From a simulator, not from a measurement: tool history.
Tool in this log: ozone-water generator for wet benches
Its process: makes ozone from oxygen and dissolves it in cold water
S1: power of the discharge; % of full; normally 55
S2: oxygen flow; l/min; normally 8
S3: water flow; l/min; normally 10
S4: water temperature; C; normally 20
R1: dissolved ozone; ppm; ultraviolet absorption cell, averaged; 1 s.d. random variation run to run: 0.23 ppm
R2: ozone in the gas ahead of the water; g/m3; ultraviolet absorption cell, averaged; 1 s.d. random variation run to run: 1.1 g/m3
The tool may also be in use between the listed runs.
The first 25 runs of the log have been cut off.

{"run": 26, "hour": 2269.6, "S1": 55, "S2": 8, "S3": 7, "S4": 13, "R1": 53.3, "R2": 207.6}
{"run": 27, "hour": 2382.8, "S1": 55, "S2": 11.99, "S3": 11, "S4": 15, "R1": 35.1, "R2": 157}
{"run": 28, "hour": 2455.1, "S1": 55, "S2": 5.02, "S3": 10, "S4": 18, "R1": 47.6, "R2": 290.9}
{"run": 29, "hour": 2542.3, "S1": 55, "S2": 9.14, "S3": 8, "S4": 18, "R1": 41.7, "R2": 190.5}
{"run": 30, "hour": 2638.3, "S1": 55, "S2": 8.54, "S3": 11, "S4": 28, "R1": 30, "R2": 200.2}
{"hour": 2758.2, "done": "water thermometer calibrated"}
{"run": 31, "hour": 2758.2, "S1": 55, "S2": 4.82, "S3": 11, "S4": 28, "R1": 37.6, "R2": 292.1}
{"run": 32, "hour": 2847.7, "S1": 43, "S2": 5.11, "S3": 11, "S4": 28, "R1": 29.6, "R2": 227.2}
{"run": 33, "hour": 2912.7, "S1": 55, "S2": 13.69, "S3": 10, "S4": 24, "R1": 27.1, "R2": 144.7}
{"run": 34, "hour": 2973.1, "S1": 77, "S2": 12.04, "S3": 10, "S4": 24, "R1": 38.9, "R2": 212.9}

3 options for the next run, each taken on its own from the tool as it stands now. Forecast them:
{"run": "A", "hour": 3041.8, "S1": 44, "S2": 10.83, "S3": 8, "S4": 24, "R1": "?", "R2": "?"}
{"run": "B", "hour": 3041.8, "S1": 43, "S2": 7.07, "S3": 10, "S4": 24, "R1": "?", "R2": "?"}
{"run": "C", "hour": 3041.8, "S1": 77, "S2": 4.88, "S3": 10, "S4": 25, "R1": "?", "R2": "?"}

run=A R1=27.3 R2=138
run=B R1=29.5 R2=182.1
run=C R1=55.4 R2=394.7
Without the tool's unlogged condition, the same runs would have read:
run=A R1=28.1 R2=141.6
run=B R1=30.4 R2=186.7
run=C R1=58.4 R2=414.3

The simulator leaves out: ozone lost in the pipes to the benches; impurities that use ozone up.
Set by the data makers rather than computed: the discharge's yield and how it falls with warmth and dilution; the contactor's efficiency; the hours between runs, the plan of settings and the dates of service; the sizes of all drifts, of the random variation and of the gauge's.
